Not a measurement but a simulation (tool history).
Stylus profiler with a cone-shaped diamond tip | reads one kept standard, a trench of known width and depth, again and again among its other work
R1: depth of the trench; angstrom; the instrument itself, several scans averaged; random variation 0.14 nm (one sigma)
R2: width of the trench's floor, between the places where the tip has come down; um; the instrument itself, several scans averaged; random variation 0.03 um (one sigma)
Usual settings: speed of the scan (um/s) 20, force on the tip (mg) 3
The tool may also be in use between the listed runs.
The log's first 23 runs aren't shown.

{"run": 24, "hour": 491.0, "speed of the scan (um/s)": 20, "force on the tip (mg)": 1.26, "R1": 5056.2, "R2": 96.85}
{"run": 25, "hour": 505.1, "speed of the scan (um/s)": 19, "force on the tip (mg)": 5.02, "R1": 5135.4, "R2": 96.94}
{"run": 26, "hour": 522.1, "speed of the scan (um/s)": 30, "force on the tip (mg)": 1.05, "R1": 5049.4, "R2": 96.77}
{"run": 27, "hour": 544.1, "speed of the scan (um/s)": 49, "force on the tip (mg)": 1.39, "R1": 5057.7, "R2": 96.72}
{"run": 28, "hour": 574.4, "speed of the scan (um/s)": 49, "force on the tip (mg)": 3.45, "R1": 5102.7, "R2": 96.76}
{"run": 29, "hour": 602.6, "speed of the scan (um/s)": 49, "force on the tip (mg)": 3.45, "R1": 5105.7, "R2": 96.75}
{"run": 30, "hour": 615.8, "speed of the scan (um/s)": 27, "force on the tip (mg)": 2.2, "R1": 5079.2, "R2": 96.85}
{"run": 31, "hour": 628.5, "speed of the scan (um/s)": 27, "force on the tip (mg)": 2.81, "R1": 5095.4, "R2": 96.8}
{"run": 32, "hour": 642.0, "speed of the scan (um/s)": 27, "force on the tip (mg)": 2.81, "R1": 5091.9, "R2": 96.75}

Forecast each of these 5 alternatives for the next run:
{"run": "A", "hour": 664.7, "speed of the scan (um/s)": 23, "force on the tip (mg)": 2.36, "R1": "?", "R2": "?"}
{"run": "B", "hour": 664.7, "speed of the scan (um/s)": 6, "force on the tip (mg)": 2.81, "R1": "?", "R2": "?"}
{"run": "C", "hour": 664.7, "speed of the scan (um/s)": 18, "force on the tip (mg)": 5.52, "R1": "?", "R2": "?"}
{"run": "D", "hour": 664.7, "speed of the scan (um/s)": 6, "force on the tip (mg)": 1.62, "R1": "?", "R2": "?"}
{"run": "E", "hour": 664.7, "speed of the scan (um/s)": 53, "force on the tip (mg)": 1.18, "R1": "?", "R2": "?"}

run=A R1=5084.5 R2=96.7
run=B R1=5092.3 R2=96.83
run=C R1=5141.6 R2=96.77
run=D R1=5067.3 R2=96.85
run=E R1=5054.7 R2=96.53
Without the tool's hidden state the same runs would have given:
run=A R1=5080.7 R2=97.21
run=B R1=5088.4 R2=97.33
run=C R1=5137.7 R2=97.27
run=D R1=5063.5 R2=97.35
run=E R1=5050.9 R2=97.04

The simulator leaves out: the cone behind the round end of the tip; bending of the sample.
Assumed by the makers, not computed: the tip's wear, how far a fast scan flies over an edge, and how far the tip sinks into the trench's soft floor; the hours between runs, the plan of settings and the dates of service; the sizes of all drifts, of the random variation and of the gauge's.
